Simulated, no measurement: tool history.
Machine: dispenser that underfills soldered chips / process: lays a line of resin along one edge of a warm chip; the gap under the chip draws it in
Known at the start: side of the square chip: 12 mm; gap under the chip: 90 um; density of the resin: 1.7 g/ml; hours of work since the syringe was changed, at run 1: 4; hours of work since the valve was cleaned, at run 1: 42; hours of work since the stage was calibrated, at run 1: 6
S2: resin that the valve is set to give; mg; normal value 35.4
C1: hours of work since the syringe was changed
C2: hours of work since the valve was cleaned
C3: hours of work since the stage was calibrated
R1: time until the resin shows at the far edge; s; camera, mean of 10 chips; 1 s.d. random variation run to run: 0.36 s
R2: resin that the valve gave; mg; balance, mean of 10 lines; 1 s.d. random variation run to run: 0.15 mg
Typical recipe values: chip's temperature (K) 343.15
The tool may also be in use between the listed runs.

Run 1, hour 0: usual settings; C1 4; C2 42; C3 6. Result: R1 27.5 s, R2 34.59 mg.
At hour 5.6: new syringe of resin.
Run 2, hour 11.7: usual settings; C1 4; C2 50; C3 13. Result: R1 28.1 s, R2 34.38 mg.
At hour 17.7: new syringe of resin.
Run 3, hour 27.2: usual settings but S2 43.5 mg; C1 6; C2 60; C3 23. Result: R1 33.1 s, R2 41.58 mg.
At hour 29.7: new syringe of resin.
Run 4, hour 40.2: usual settings; C1 7; C2 68; C3 31. Result: R1 35.7 s, R2 33.86 mg.
At hour 41.7: new syringe of resin.
At hour 53.2: new syringe of resin.
Run 5, hour 55.3: usual settings; C1 1; C2 78; C3 41. Result: R1 23.1 s, R2 33.6 mg.
At hour 64.2: new syringe of resin.
Run 6, hour 67.1: usual settings; C1 2; C2 85; C3 49. Result: R1 22.9 s, R2 33.16 mg.
At hour 70.5: dispensing valve cleaned and set on the balance.
At hour 77.1: new syringe of resin.
Run 7, hour 80.7: usual settings but chip's temperature (K) 345.15; C1 2; C2 7; C3 57. Result: R1 21.5 s, R2 35.25 mg.
At hour 88.2: new syringe of resin.
Run 8, hour 96.1: usual settings but chip's temperature (K) 345.15; C1 5; C2 16; C3 67. Result: R1 27.3 s, R2 34.92 mg.
At hour 99.9: new syringe of resin.
Run 9, hour 104.2: usual settings but S2 35.8 mg; C1 3; C2 22; C3 72. Result: R1 24.8 s, R2 35.4 mg.
At hour 111.4: new syringe of resin.
Run 10, hour 111.6: usual settings but S2 35.8 mg; C1 0; C2 26; C3 76. Result: R1 19.6 s, R2 35.08 mg.
Run 11, hour 121.1: usual settings but S2 35.8 mg; C1 6; C2 33; C3 83. Result: R1 32.9 s, R2 34.96 mg.
At hour 122.6: new syringe of resin.
At hour 134: new syringe of resin.
Run 12, hour 135.4: usual settings but chip's temperature (K) 340.15, S2 38.7 mg; C1 1; C2 42; C3 92. Result: R1 23.7 s, R2 37.89 mg.
Run 13, hour 142.3: usual settings but chip's temperature (K) 356.15; C1 5; C2 46; C3 96. Result: R1 16.8 s, R2 34.32 mg.
At hour 146.2: new syringe of resin.
At hour 157.4: new syringe of resin.
Run 14, hour 157.4: usual settings but chip's temperature (K) 356.15; C1 0; C2 56; C3 106. Result: R1 11 s, R2 33.89 mg.
Run 15, hour 167.9: usual settings but chip's temperature (K) 356.15; C1 7; C2 63; C3 113. Result: R1 19.9 s, R2 34.08 mg.
At hour 169.3: new syringe of resin.
At hour 180.6: new syringe of resin.
Run 16, hour 180.6: usual settings but chip's temperature (K) 333.15, S2 33.8 mg; C1 0; C2 71; C3 121. Result: R1 30.7 s, R2 32.32 mg.
At hour 193: new syringe of resin.
Run 17, hour 195: usual settings but chip's temperature (K) 337.15, S2 39.3 mg; C1 1; C2 80; C3 130. Result: R1 27.1 s, R2 37.29 mg.
At hour 204: new syringe of resin.
Run 18, hour 204: usual settings but chip's temperature (K) 351.15, S2 30.5 mg; C1 0; C2 86; C3 136. Result: R1 13.5 s, R2 28.6 mg.
At hour 207.1: dispensing valve cleaned and set on the balance.
Run 19, hour 211.9: usual settings but chip's temperature (K) 351.15, S2 30.5 mg; C1 5; C2 3; C3 140. Result: R1 19 s, R2 30.44 mg.
At hour 216.8: new syringe of resin.
At hour 228.2: new syringe of resin.
Run 20, hour 229.1: usual settings but chip's temperature (K) 355.15, S2 36.8 mg; C1 1; C2 14; C3 151. Result: R1 12.1 s, R2 36.34 mg.
At hour 239.9: new syringe of resin.
Run 21, hour 239.9: usual settings but chip's temperature (K) 348.15; C1 0; C2 21; C3 158. Result: R1 14.4 s, R2 34.74 mg.
Run 22, hour 248.5: usual settings but chip's temperature (K) 357.15, S2 44.2 mg; C1 6; C2 27; C3 164. Result: R1 15.6 s, R2 43.38 mg.

Subtracting, for every run, the result it would have given without the tool's unlogged condition from the measured result gives the following. The same run-to-run variation enters both numbers; the gauge's scatter may not:
Unlogged tool condition in this case: resin's viscosity, % of fresh resin's; dose that the valve gives, % of what is set; true chip temperature over the reading, C; drift of the gauge itself on fill_s, %; drift of the gauge itself on given_mg, %.
run     R1     R2
  1   +8.1  -0.98
  2   +8.4  -1.18
  3  +13.9  -1.75
  4  +16.1  -1.65
  5   +2.9   -1.9
  6   +3.5  -2.09
  7   +4.2  -0.22
  8    +10  -0.46
  9   +5.2   -0.6
 10   +0.1   -0.7
 11  +13.6  -0.85
 12   +1.3  -1.19
 13   +6.2   -1.2
 14   -0.2  -1.42
 15   +8.6  -1.62
 16   -0.4  -1.74
 17   +2.4  -2.28
 18   -0.2  -1.88
 19   +5.8  -0.11
 20   +0.2  -0.44
 21   -0.6  -0.58
 22   +5.8   -0.9
